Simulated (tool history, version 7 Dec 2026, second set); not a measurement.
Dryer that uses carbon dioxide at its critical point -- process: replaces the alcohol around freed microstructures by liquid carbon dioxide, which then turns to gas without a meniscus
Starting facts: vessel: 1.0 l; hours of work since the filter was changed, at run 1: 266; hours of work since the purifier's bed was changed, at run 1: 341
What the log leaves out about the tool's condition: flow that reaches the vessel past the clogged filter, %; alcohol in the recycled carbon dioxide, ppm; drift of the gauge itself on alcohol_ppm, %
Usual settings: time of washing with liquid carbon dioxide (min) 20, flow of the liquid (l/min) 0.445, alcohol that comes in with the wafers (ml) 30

run,hour,time of washing with liquid carbon dioxide (min),flow of the liquid (l/min),alcohol that comes in with the wafers (ml),hours of work since the filter was changed,hours of work since the purifier's bed was changed,alcohol left in the vessel before it's heated (ppm by volume)
1,0.0,20,0.445,30,266,341,65
2,12.2,20,0.445,30,274,350,65
3,20.8,20,0.422,30,280,355,85
4,28.9,20,0.445,30,286,361,69
5,37.9,20,0.445,30,292,367,70
6,47.9,20,0.445,30,299,374,69
7,59.9,20,0.445,30,307,382,67
8,67.9,20,0.445,30,312,388,77
9,75.6,20,0.445,30,318,393,74
10,87.9,20,0.445,30,326,402,69
11,97.0,20,0.445,30,333,408,82
12,107.9,17,0.745,25,340,415,38
13,119.6,20,0.411,30,348,424,98
14,126.9,20,0.411,30,353,429,106
15,138.2,20,0.411,55,361,436,164
16,149.4,20,0.270,27,369,444,601
17,160.7,21,0.270,39,376,452,702

What if the next run were any one of these 4? Each begins from the tool's condition after run 17:
A,172.8,20,0.288,24,385,460,?
B,172.8,28,0.511,34,385,460,?
C,172.8,30,0.270,39,385,460,?
D,172.8,15,0.712,39,385,460,?

run,alcohol left in the vessel before it's heated (ppm by volume)
A,417
B,36
C,154
D,40
With the hidden condition removed and each run's random variation left untouched, the same runs would have given:
run,alcohol left in the vessel before it's heated (ppm by volume)
A,323
B,4
C,96
D,5
